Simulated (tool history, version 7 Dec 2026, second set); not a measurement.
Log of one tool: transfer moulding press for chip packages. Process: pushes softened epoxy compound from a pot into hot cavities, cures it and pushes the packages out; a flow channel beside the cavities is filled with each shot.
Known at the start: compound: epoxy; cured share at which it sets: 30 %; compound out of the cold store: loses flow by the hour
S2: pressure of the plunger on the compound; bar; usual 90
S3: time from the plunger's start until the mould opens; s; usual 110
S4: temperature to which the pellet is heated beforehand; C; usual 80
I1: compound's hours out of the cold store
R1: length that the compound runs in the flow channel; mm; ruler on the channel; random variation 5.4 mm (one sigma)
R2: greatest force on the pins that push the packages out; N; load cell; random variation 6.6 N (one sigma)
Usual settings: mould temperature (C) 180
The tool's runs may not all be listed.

{"run": 1, "day": 0.0, "mould temperature (C)": 180, "S2": 90, "S3": 110, "S4": 80, "I1": 18.8, "R1": 912, "R2": 258}
{"run": 2, "day": 1.654, "mould temperature (C)": 180, "S2": 68.3, "S3": 110, "S4": 80, "I1": 31.3, "R1": 757, "R2": 264}
{"day": 2.617, "done": "cavities cleaned with cleaning compound and waxed"}
{"run": 3, "day": 4.471, "mould temperature (C)": 180, "S2": 90, "S3": 110, "S4": 80, "I1": 38.1, "R1": 857, "R2": 264}
{"day": 5.2, "done": "cavities cleaned with cleaning compound and waxed"}
{"day": 7.779, "done": "cavities cleaned with cleaning compound and waxed"}
{"run": 4, "day": 8.1, "mould temperature (C)": 180, "S2": 90, "S3": 110, "S4": 80, "I1": 44.3, "R1": 833, "R2": 257}
{"day": 10.433, "done": "cavities cleaned with cleaning compound and waxed"}
{"run": 5, "day": 11.167, "mould temperature (C)": 180, "S2": 90, "S3": 110, "S4": 80, "I1": 14.2, "R1": 939, "R2": 276}
{"day": 12.954, "done": "cavities cleaned with cleaning compound and waxed"}
{"run": 6, "day": 14.096, "mould temperature (C)": 180, "S2": 90, "S3": 110, "S4": 80, "I1": 16.6, "R1": 914, "R2": 272}
{"day": 15.454, "done": "cavities cleaned with cleaning compound and waxed"}
{"day": 17.679, "done": "plunger's sealing rings changed"}
{"run": 7, "day": 17.738, "mould temperature (C)": 180, "S2": 90, "S3": 110, "S4": 80, "I1": 21.3, "R1": 911, "R2": 266}
{"day": 17.988, "done": "cavities cleaned with cleaning compound and waxed"}
{"run": 8, "day": 19.667, "mould temperature (C)": 180, "S2": 90, "S3": 110, "S4": 80, "I1": 38.8, "R1": 847, "R2": 255}
{"day": 20.471, "done": "cavities cleaned with cleaning compound and waxed"}
{"run": 9, "day": 22.596, "mould temperature (C)": 180, "S2": 90, "S3": 110, "S4": 80, "I1": 14.8, "R1": 934, "R2": 261}
{"day": 22.921, "done": "cavities cleaned with cleaning compound and waxed"}
{"day": 23.946, "done": "mould's thermocouples calibrated"}
{"day": 25.429, "done": "cavities cleaned with cleaning compound and waxed"}
{"run": 10, "day": 25.429, "mould temperature (C)": 180, "S2": 90, "S3": 110, "S4": 80, "I1": 35.8, "R1": 867, "R2": 254}
{"run": 11, "day": 27.033, "mould temperature (C)": 180, "S2": 90, "S3": 110, "S4": 80, "I1": 12.9, "R1": 946, "R2": 266}
{"day": 27.908, "done": "cavities cleaned with cleaning compound and waxed"}
{"day": 30.404, "done": "cavities cleaned with cleaning compound and waxed"}
{"run": 12, "day": 30.629, "mould temperature (C)": 183, "S2": 79.5, "S3": 110, "S4": 80, "I1": 21.1, "R1": 840, "R2": 228}
{"day": 32.825, "done": "cavities cleaned with cleaning compound and waxed"}
{"run": 13, "day": 33.992, "mould temperature (C)": 183, "S2": 79.5, "S3": 100, "S4": 70, "I1": 14.7, "R1": 855, "R2": 275}
{"day": 35.221, "done": "cavities cleaned with cleaning compound and waxed"}
{"run": 14, "day": 36.479, "mould temperature (C)": 187, "S2": 92.5, "S3": 139, "S4": 70, "I1": 28.9, "R1": 870, "R2": 197}
{"day": 37.633, "done": "cavities cleaned with cleaning compound and waxed"}
{"run": 15, "day": 38.996, "mould temperature (C)": 180, "S2": 90, "S3": 134, "S4": 76, "I1": 47.9, "R1": 827, "R2": 211}
{"day": 40.283, "done": "plunger's sealing rings changed"}
{"day": 40.346, "done": "cavities cleaned with cleaning compound and waxed"}
{"run": 16, "day": 40.883, "mould temperature (C)": 180, "S2": 91.1, "S3": 134, "S4": 77, "I1": 15.4, "R1": 939, "R2": 216}
{"day": 42.796, "done": "cavities cleaned with cleaning compound and waxed"}
{"run": 17, "day": 43.8, "mould temperature (C)": 178, "S2": 91.1, "S3": 134, "S4": 77, "I1": 41.9, "R1": 858, "R2": 226}
{"day": 45.458, "done": "cavities cleaned with cleaning compound and waxed"}
{"run": 18, "day": 47.329, "mould temperature (C)": 180, "S2": 90, "S3": 110, "S4": 80, "I1": 43.1, "R1": 841, "R2": 262}
{"day": 47.879, "done": "cavities cleaned with cleaning compound and waxed"}
{"day": 48.508, "done": "mould's thermocouples calibrated"}
{"day": 50.6, "done": "cavities cleaned with cleaning compound and waxed"}
{"run": 19, "day": 51.108, "mould temperature (C)": 174, "S2": 106.2, "S3": 119, "S4": 82, "I1": 27.6, "R1": 988, "R2": 335}
{"day": 52.983, "done": "cavities cleaned with cleaning compound and waxed"}
{"run": 20, "day": 53.317, "mould temperature (C)": 174, "S2": 106.2, "S3": 119, "S4": 82, "I1": 44.9, "R1": 955, "R2": 330}
{"day": 55.379, "done": "cavities cleaned with cleaning compound and waxed"}
{"run": 21, "day": 56.15, "mould temperature (C)": 180, "S2": 90, "S3": 139, "S4": 80, "I1": 28.7, "R1": 877, "R2": 217}
{"day": 57.862, "done": "cavities cleaned with cleaning compound and waxed"}
{"run": 22, "day": 57.975, "mould temperature (C)": 180, "S2": 90, "S3": 110, "S4": 81, "I1": 47.2, "R1": 824, "R2": 255}

Forecast each of these 5 alternatives for the next run:
{"run": "A", "day": 59.829, "mould temperature (C)": 173, "S2": 103, "S3": 110, "S4": 80, "I1": 12, "R1": "?", "R2": "?"}
{"run": "B", "day": 59.829, "mould temperature (C)": 174, "S2": 72.8, "S3": 96, "S4": 80, "I1": 37.9, "R1": "?", "R2": "?"}
{"run": "C", "day": 59.829, "mould temperature (C)": 180, "S2": 76.7, "S3": 110, "S4": 77, "I1": 17.2, "R1": "?", "R2": "?"}
{"run": "D", "day": 59.829, "mould temperature (C)": 179, "S2": 90, "S3": 110, "S4": 81, "I1": 38.5, "R1": "?", "R2": "?"}
{"run": "E", "day": 59.829, "mould temperature (C)": 179, "S2": 107.6, "S3": 110, "S4": 80, "I1": 34.6, "R1": "?", "R2": "?"}

run=A R1=1049 R2=471
run=B R1=799 R2=526
run=C R1=851 R2=263
run=D R1=858 R2=277
run=E R1=949 R2=274
Without the tool's hidden state the same runs would have given:
run=A R1=1050 R2=466
run=B R1=800 R2=521
run=C R1=852 R2=260
run=D R1=859 R2=275
run=E R1=950 R2=271
